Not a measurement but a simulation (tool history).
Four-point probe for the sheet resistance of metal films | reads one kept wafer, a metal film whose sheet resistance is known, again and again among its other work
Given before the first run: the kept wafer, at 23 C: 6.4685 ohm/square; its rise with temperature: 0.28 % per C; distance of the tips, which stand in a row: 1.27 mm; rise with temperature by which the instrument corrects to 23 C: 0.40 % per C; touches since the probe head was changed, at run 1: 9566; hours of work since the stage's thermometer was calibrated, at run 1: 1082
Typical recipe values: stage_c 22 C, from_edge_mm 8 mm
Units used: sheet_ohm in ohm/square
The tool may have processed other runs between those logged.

run,hour,stage_c,from_edge_mm,touches since the probe head was changed,hours of work since the stage's thermometer was calibrated,sheet_ohm
1,0.0,22,8,9566,1082,6.538740
2,38.5,22,8,10248,1101,6.539922
3,64.2,22,8,10706,1113,6.542038
4,106.5,30,8,11456,1133,6.476149
5,149.9,30,8,12225,1154,6.474918
6,190.3,33,8,12943,1173,6.452453
7,212.4,25,8,13336,1184,6.513682
8,249.4,25,8,13992,1201,6.514296
# hour 253.5: stage's thermometer calibrated
9,273.7,25,8,14414,10,6.515711
10,319.5,22,17,15226,31,6.472728
11,355.2,28,17,15861,49,6.425402
12,402.3,28,17,16696,71,6.424829
13,436.2,27,18,17298,87,6.430897
14,471.8,25,8,17930,104,6.515611
15,505.2,25,8,18523,120,6.513174
# hour 526.9: stage's thermometer calibrated, once more
16,526.9,25,8,18900,0,6.505883
17,546.9,27,7,19254,10,6.516277
18,581.6,27,7,19869,26,6.518607
19,619.4,27,7,20540,44,6.518169
20,665.7,27,26,21363,66,6.412825
21,707.8,27,26,22109,86,6.412401
22,743.3,27,26,22739,103,6.413175
23,767.4,27,26,23167,115,6.413728
24,813.6,32,24,23988,137,6.375911

Here are 5 independent what-if runs from the current tool condition. What would each one return?
A,843.7,23,40,24521,151,?
B,843.7,22,12,24521,151,?
C,843.7,25,22,24521,151,?
D,843.7,27,64,24521,151,?
E,843.7,29,7,24521,151,?

run,sheet_ohm
A,6.440856
B,6.481703
C,6.431250
D,6.403676
E,6.501985
Take away the tool's hidden state, keep each run's random variation, and the runs would have read:
run,sheet_ohm
A,6.474158
B,6.515199
C,6.464503
D,6.436795
E,6.535570
